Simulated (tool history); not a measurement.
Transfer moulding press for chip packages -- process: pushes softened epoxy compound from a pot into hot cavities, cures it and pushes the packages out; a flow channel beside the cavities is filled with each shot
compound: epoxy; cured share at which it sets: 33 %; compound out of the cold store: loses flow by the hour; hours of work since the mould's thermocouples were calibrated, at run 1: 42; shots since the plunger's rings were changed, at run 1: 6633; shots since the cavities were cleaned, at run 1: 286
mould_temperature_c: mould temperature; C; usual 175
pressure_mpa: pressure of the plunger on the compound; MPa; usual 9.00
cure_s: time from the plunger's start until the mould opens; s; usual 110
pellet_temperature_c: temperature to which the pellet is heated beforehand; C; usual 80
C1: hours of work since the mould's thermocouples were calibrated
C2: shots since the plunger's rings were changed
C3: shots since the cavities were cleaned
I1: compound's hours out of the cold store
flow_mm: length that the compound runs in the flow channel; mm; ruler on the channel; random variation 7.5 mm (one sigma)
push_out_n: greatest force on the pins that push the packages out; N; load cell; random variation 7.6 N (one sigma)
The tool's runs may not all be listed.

{"run": 1, "hour": 0.0, "mould_temperature_c": 175, "pressure_mpa": 9.0, "cure_s": 110, "pellet_temperature_c": 80, "C1": 42, "C2": 6633, "C3": 286, "I1": 19.0, "flow_mm": 775, "push_out_n": 423}
{"run": 2, "hour": 14.5, "mould_temperature_c": 175, "pressure_mpa": 9.0, "cure_s": 110, "pellet_temperature_c": 80, "C1": 53, "C2": 6823, "C3": 476, "I1": 24.1, "flow_mm": 769, "push_out_n": 443}
{"hour": 29.9, "done": "plunger's sealing rings changed"}
{"run": 3, "hour": 31.1, "mould_temperature_c": 175, "pressure_mpa": 9.0, "cure_s": 110, "pellet_temperature_c": 80, "C1": 64, "C2": 17, "C3": 661, "I1": 33.3, "flow_mm": 830, "push_out_n": 479}
{"run": 4, "hour": 44.7, "mould_temperature_c": 175, "pressure_mpa": 7.57, "cure_s": 110, "pellet_temperature_c": 80, "C1": 74, "C2": 194, "C3": 838, "I1": 19.7, "flow_mm": 799, "push_out_n": 494}
{"hour": 53.3, "done": "cavities cleaned with cleaning compound and waxed"}
{"run": 5, "hour": 63.3, "mould_temperature_c": 179, "pressure_mpa": 9.0, "cure_s": 110, "pellet_temperature_c": 80, "C1": 87, "C2": 418, "C3": 131, "I1": 41.8, "flow_mm": 797, "push_out_n": 332}
{"run": 6, "hour": 83.6, "mould_temperature_c": 175, "pressure_mpa": 9.0, "cure_s": 110, "pellet_temperature_c": 80, "C1": 102, "C2": 683, "C3": 396, "I1": 20.0, "flow_mm": 877, "push_out_n": 438}
{"run": 7, "hour": 100.9, "mould_temperature_c": 175, "pressure_mpa": 9.0, "cure_s": 110, "pellet_temperature_c": 80, "C1": 115, "C2": 909, "C3": 622, "I1": 30.6, "flow_mm": 832, "push_out_n": 474}
{"run": 8, "hour": 114.5, "mould_temperature_c": 175, "pressure_mpa": 9.0, "cure_s": 110, "pellet_temperature_c": 85, "C1": 125, "C2": 1087, "C3": 800, "I1": 14.6, "flow_mm": 882, "push_out_n": 498}
{"hour": 125.6, "done": "cavities cleaned with cleaning compound and waxed"}
{"run": 9, "hour": 135.7, "mould_temperature_c": 175, "pressure_mpa": 9.0, "cure_s": 110, "pellet_temperature_c": 85, "C1": 140, "C2": 1345, "C3": 132, "I1": 25.9, "flow_mm": 837, "push_out_n": 394}
{"run": 10, "hour": 151.8, "mould_temperature_c": 175, "pressure_mpa": 9.0, "cure_s": 110, "pellet_temperature_c": 85, "C1": 152, "C2": 1555, "C3": 342, "I1": 22.3, "flow_mm": 840, "push_out_n": 435}
{"run": 11, "hour": 172.9, "mould_temperature_c": 175, "pressure_mpa": 9.0, "cure_s": 110, "pellet_temperature_c": 85, "C1": 168, "C2": 1831, "C3": 618, "I1": 36.9, "flow_mm": 795, "push_out_n": 453}
{"run": 12, "hour": 189.8, "mould_temperature_c": 175, "pressure_mpa": 7.34, "cure_s": 123, "pellet_temperature_c": 80, "C1": 180, "C2": 2053, "C3": 840, "I1": 19.0, "flow_mm": 764, "push_out_n": 451}
{"hour": 197.2, "done": "cavities cleaned with cleaning compound and waxed"}
{"run": 13, "hour": 209.0, "mould_temperature_c": 182, "pressure_mpa": 9.64, "cure_s": 110, "pellet_temperature_c": 71, "C1": 193, "C2": 2284, "C3": 155, "I1": 20.7, "flow_mm": 849, "push_out_n": 330}
{"run": 14, "hour": 219.7, "mould_temperature_c": 170, "pressure_mpa": 9.72, "cure_s": 137, "pellet_temperature_c": 80, "C1": 201, "C2": 2424, "C3": 295, "I1": 28.0, "flow_mm": 861, "push_out_n": 409}
{"run": 15, "hour": 230.8, "mould_temperature_c": 170, "pressure_mpa": 6.84, "cure_s": 143, "pellet_temperature_c": 78, "C1": 210, "C2": 2568, "C3": 439, "I1": 47.9, "flow_mm": 662, "push_out_n": 393}
{"run": 16, "hour": 247.1, "mould_temperature_c": 171, "pressure_mpa": 9.74, "cure_s": 120, "pellet_temperature_c": 75, "C1": 222, "C2": 2782, "C3": 653, "I1": 30.5, "flow_mm": 851, "push_out_n": 498}
{"hour": 269.0, "done": "cavities cleaned with cleaning compound and waxed"}
{"run": 17, "hour": 271.7, "mould_temperature_c": 175, "pressure_mpa": 9.94, "cure_s": 110, "pellet_temperature_c": 80, "C1": 239, "C2": 3084, "C3": 36, "I1": 19.6, "flow_mm": 883, "push_out_n": 358}
{"run": 18, "hour": 289.0, "mould_temperature_c": 182, "pressure_mpa": 9.0, "cure_s": 137, "pellet_temperature_c": 80, "C1": 252, "C2": 3310, "C3": 262, "I1": 39.6, "flow_mm": 756, "push_out_n": 339}
{"run": 19, "hour": 304.2, "mould_temperature_c": 182, "pressure_mpa": 9.0, "cure_s": 137, "pellet_temperature_c": 80, "C1": 263, "C2": 3508, "C3": 460, "I1": 43.6, "flow_mm": 749, "push_out_n": 384}

Forecast each of these 5 alternatives for the next run:
{"run": "A", "hour": 315.7, "mould_temperature_c": 182, "pressure_mpa": 9.0, "cure_s": 96, "pellet_temperature_c": 80, "C1": 272, "C2": 3659, "C3": 611, "I1": 13.5, "flow_mm": "?", "push_out_n": "?"}
{"run": "B", "hour": 315.7, "mould_temperature_c": 182, "pressure_mpa": 7.79, "cure_s": 148, "pellet_temperature_c": 75, "C1": 272, "C2": 3659, "C3": 611, "I1": 44.4, "flow_mm": "?", "push_out_n": "?"}
{"run": "C", "hour": 315.7, "mould_temperature_c": 182, "pressure_mpa": 8.0, "cure_s": 95, "pellet_temperature_c": 89, "C1": 272, "C2": 3659, "C3": 611, "I1": 26.3, "flow_mm": "?", "push_out_n": "?"}
{"run": "D", "hour": 315.7, "mould_temperature_c": 173, "pressure_mpa": 10.75, "cure_s": 120, "pellet_temperature_c": 80, "C1": 272, "C2": 3659, "C3": 611, "I1": 10.5, "flow_mm": "?", "push_out_n": "?"}
{"run": "E", "hour": 315.7, "mould_temperature_c": 176, "pressure_mpa": 9.0, "cure_s": 110, "pellet_temperature_c": 80, "C1": 272, "C2": 3659, "C3": 611, "I1": 25.6, "flow_mm": "?", "push_out_n": "?"}

run=A flow_mm=835 push_out_n=435
run=B flow_mm=690 push_out_n=410
run=C flow_mm=738 push_out_n=435
run=D flow_mm=944 push_out_n=474
run=E flow_mm=794 push_out_n=429
Had the tool no hidden state, the same runs would have come out as:
run=A flow_mm=895 push_out_n=305
run=B flow_mm=739 push_out_n=282
run=C flow_mm=790 push_out_n=305
run=D flow_mm=1011 push_out_n=335
run=E flow_mm=851 push_out_n=302
